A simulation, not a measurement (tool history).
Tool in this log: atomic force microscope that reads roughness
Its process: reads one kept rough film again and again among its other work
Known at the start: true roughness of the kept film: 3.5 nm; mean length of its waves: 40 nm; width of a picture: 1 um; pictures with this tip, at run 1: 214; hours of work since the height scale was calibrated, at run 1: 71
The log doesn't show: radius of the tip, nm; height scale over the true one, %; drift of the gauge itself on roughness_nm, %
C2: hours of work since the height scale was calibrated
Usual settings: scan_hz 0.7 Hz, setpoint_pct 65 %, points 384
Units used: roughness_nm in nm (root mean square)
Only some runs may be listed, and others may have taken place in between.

{"run": 1, "hour": 0.0, "scan_hz": 0.7, "setpoint_pct": 65, "points": 384, "pictures with this tip": 214, "C2": 71, "roughness_nm": 3.111}
{"run": 2, "hour": 26.9, "scan_hz": 0.7, "setpoint_pct": 65, "points": 425, "pictures with this tip": 232, "C2": 82, "roughness_nm": 3.121}
{"hour": 50.9, "done": "new tip fitted"}
{"run": 3, "hour": 51.1, "scan_hz": 0.7, "setpoint_pct": 65, "points": 351, "pictures with this tip": 0, "C2": 92, "roughness_nm": 3.283}
{"run": 4, "hour": 83.9, "scan_hz": 0.7, "setpoint_pct": 65, "points": 351, "pictures with this tip": 22, "C2": 106, "roughness_nm": 3.255}
{"run": 5, "hour": 109.6, "scan_hz": 0.7, "setpoint_pct": 65, "points": 351, "pictures with this tip": 39, "C2": 117, "roughness_nm": 3.226}
{"run": 6, "hour": 125.9, "scan_hz": 0.7, "setpoint_pct": 65, "points": 458, "pictures with this tip": 49, "C2": 124, "roughness_nm": 3.244}
{"run": 7, "hour": 161.7, "scan_hz": 0.7, "setpoint_pct": 65, "points": 458, "pictures with this tip": 73, "C2": 139, "roughness_nm": 3.224}
{"run": 8, "hour": 198.1, "scan_hz": 0.7, "setpoint_pct": 65, "points": 458, "pictures with this tip": 97, "C2": 155, "roughness_nm": 3.232}
{"run": 9, "hour": 233.4, "scan_hz": 0.7, "setpoint_pct": 65, "points": 458, "pictures with this tip": 120, "C2": 170, "roughness_nm": 3.177}
{"run": 10, "hour": 267.9, "scan_hz": 2.822, "setpoint_pct": 65, "points": 384, "pictures with this tip": 143, "C2": 185, "roughness_nm": 3.046}
{"run": 11, "hour": 293.6, "scan_hz": 2.822, "setpoint_pct": 65, "points": 384, "pictures with this tip": 160, "C2": 196, "roughness_nm": 3.014}
{"run": 12, "hour": 319.8, "scan_hz": 0.7, "setpoint_pct": 65, "points": 384, "pictures with this tip": 178, "C2": 207, "roughness_nm": 3.17}
{"run": 13, "hour": 336.1, "scan_hz": 0.7, "setpoint_pct": 65, "points": 384, "pictures with this tip": 188, "C2": 214, "roughness_nm": 3.149}
{"run": 14, "hour": 355.0, "scan_hz": 0.7, "setpoint_pct": 65, "points": 384, "pictures with this tip": 201, "C2": 222, "roughness_nm": 3.155}
{"run": 15, "hour": 375.0, "scan_hz": 0.677, "setpoint_pct": 65, "points": 324, "pictures with this tip": 214, "C2": 230, "roughness_nm": 3.122}
{"run": 16, "hour": 394.9, "scan_hz": 0.677, "setpoint_pct": 79, "points": 443, "pictures with this tip": 227, "C2": 239, "roughness_nm": 3.054}
{"run": 17, "hour": 416.2, "scan_hz": 3.838, "setpoint_pct": 88, "points": 271, "pictures with this tip": 241, "C2": 248, "roughness_nm": 2.43}
{"hour": 425.2, "done": "new tip fitted"}
{"run": 18, "hour": 452.6, "scan_hz": 0.869, "setpoint_pct": 72, "points": 271, "pictures with this tip": 18, "C2": 263, "roughness_nm": 3.236}
{"run": 19, "hour": 469.2, "scan_hz": 2.701, "setpoint_pct": 63, "points": 285, "pictures with this tip": 29, "C2": 270, "roughness_nm": 3.139}
{"run": 20, "hour": 490.1, "scan_hz": 1.252, "setpoint_pct": 65, "points": 470, "pictures with this tip": 43, "C2": 279, "roughness_nm": 3.233}
{"run": 21, "hour": 516.6, "scan_hz": 1.252, "setpoint_pct": 65, "points": 470, "pictures with this tip": 60, "C2": 290, "roughness_nm": 3.223}
{"run": 22, "hour": 552.6, "scan_hz": 1.252, "setpoint_pct": 65, "points": 470, "pictures with this tip": 84, "C2": 305, "roughness_nm": 3.218}
{"run": 23, "hour": 569.0, "scan_hz": 1.252, "setpoint_pct": 65, "points": 271, "pictures with this tip": 95, "C2": 312, "roughness_nm": 3.18}
{"run": 24, "hour": 605.3, "scan_hz": 1.252, "setpoint_pct": 66, "points": 403, "pictures with this tip": 119, "C2": 328, "roughness_nm": 3.144}
{"run": 25, "hour": 637.7, "scan_hz": 0.7, "setpoint_pct": 74, "points": 322, "pictures with this tip": 141, "C2": 342, "roughness_nm": 3.131}
{"run": 26, "hour": 666.2, "scan_hz": 0.7, "setpoint_pct": 74, "points": 322, "pictures with this tip": 159, "C2": 354, "roughness_nm": 3.164}
{"run": 27, "hour": 686.5, "scan_hz": 0.7, "setpoint_pct": 74, "points": 322, "pictures with this tip": 173, "C2": 362, "roughness_nm": 3.116}
{"run": 28, "hour": 717.1, "scan_hz": 0.7, "setpoint_pct": 74, "points": 322, "pictures with this tip": 193, "C2": 375, "roughness_nm": 3.089}

Each row is a separate what-if for the run after 28, all from the same tool condition, not one after another. Results?
{"run": "A", "hour": 732.7, "scan_hz": 0.7, "setpoint_pct": 74, "points": 754, "pictures with this tip": 203, "C2": 382, "roughness_nm": "?"}
{"run": "B", "hour": 732.7, "scan_hz": 0.722, "setpoint_pct": 73, "points": 582, "pictures with this tip": 203, "C2": 382, "roughness_nm": "?"}
{"run": "C", "hour": 732.7, "scan_hz": 3.002, "setpoint_pct": 80, "points": 505, "pictures with this tip": 203, "C2": 382, "roughness_nm": "?"}
{"run": "D", "hour": 732.7, "scan_hz": 0.7, "setpoint_pct": 82, "points": 979, "pictures with this tip": 203, "C2": 382, "roughness_nm": "?"}

run=A roughness_nm=3.14
run=B roughness_nm=3.134
run=C roughness_nm=2.784
run=D roughness_nm=3.088
Without the tool's hidden state the same runs would have given:
run=A roughness_nm=3.28
run=B roughness_nm=3.274
run=C roughness_nm=2.908
run=D roughness_nm=3.225
